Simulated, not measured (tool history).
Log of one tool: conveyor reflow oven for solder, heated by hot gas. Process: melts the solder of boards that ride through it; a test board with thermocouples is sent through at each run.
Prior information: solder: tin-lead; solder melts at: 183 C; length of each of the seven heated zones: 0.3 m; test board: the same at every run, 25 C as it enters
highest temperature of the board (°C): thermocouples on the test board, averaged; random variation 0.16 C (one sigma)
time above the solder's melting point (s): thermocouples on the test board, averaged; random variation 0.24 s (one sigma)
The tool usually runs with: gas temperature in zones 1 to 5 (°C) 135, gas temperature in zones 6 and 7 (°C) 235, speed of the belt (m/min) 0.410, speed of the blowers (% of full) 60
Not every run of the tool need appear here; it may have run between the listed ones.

run    day  gas temperature in zones 1 to 5 (°C)  gas temperature in zones 6 and 7 (°C)  speed of the belt (m/min)  speed of the blowers (% of full)  highest temperature of the board (°C)  time above the solder's melting point (s)
  1  0.000                                   135                                    235                      0.410                                60                                  218.5                                       65.8
  2  0.267                                   135                                    235                      0.349                                60                                  223.2                                       83.0
  3  0.892                                   135                                    246                      0.410                                60                                  228.0                                       73.2
  4  1.204                                   135                                    246                      0.410                                60                                  227.9                                       72.8
  5  1.846                                   135                                    246                      0.410                                60                                  228.2                                       72.8
  6  2.479                                   135                                    246                      0.410                                60                                  228.2                                       73.0
  7  3.050                                   135                                    246                      0.410                                60                                  228.4                                       73.0
  8  3.646                                   135                                    246                      0.410                                60                                  228.3                                       72.7
  9  4.142                                   141                                    235                      0.410                                60                                  219.5                                       69.1
     4.879  -- flux residue cleaned out of gas plates and filters
 10  4.954                                   131                                    235                      0.439                                60                                  215.0                                       56.5
 11  5.525                                   135                                    246                      0.410                                79                                  233.6                                       76.4

4 ways to go on from here, each from the tool as it stands after run 11. What would each give?
  A  6.029                                   147                                    235                      0.406                                60                                      ?                                          ?
  B  6.029                                   130                                    248                      0.376                                60                                      ?                                          ?
  C  6.029                                   121                                    235                      0.410                                79                                      ?                                          ?
  D  6.029                                   145                                    250                      0.410                                79                                      ?                                          ?

run  highest temperature of the board (°C)  time above the solder's melting point (s)
  A                                  220.9                                       73.6
  B                                  232.1                                       81.2
  C                                  221.8                                       65.0
  D                                  238.4                                       82.8
Without the tool's unlogged condition, the same runs would have read:
run  highest temperature of the board (°C)  time above the solder's melting point (s)
  A                                  220.9                                       73.6
  B                                  232.1                                       81.2
  C                                  221.8                                       65.0
  D                                  238.5                                       82.8
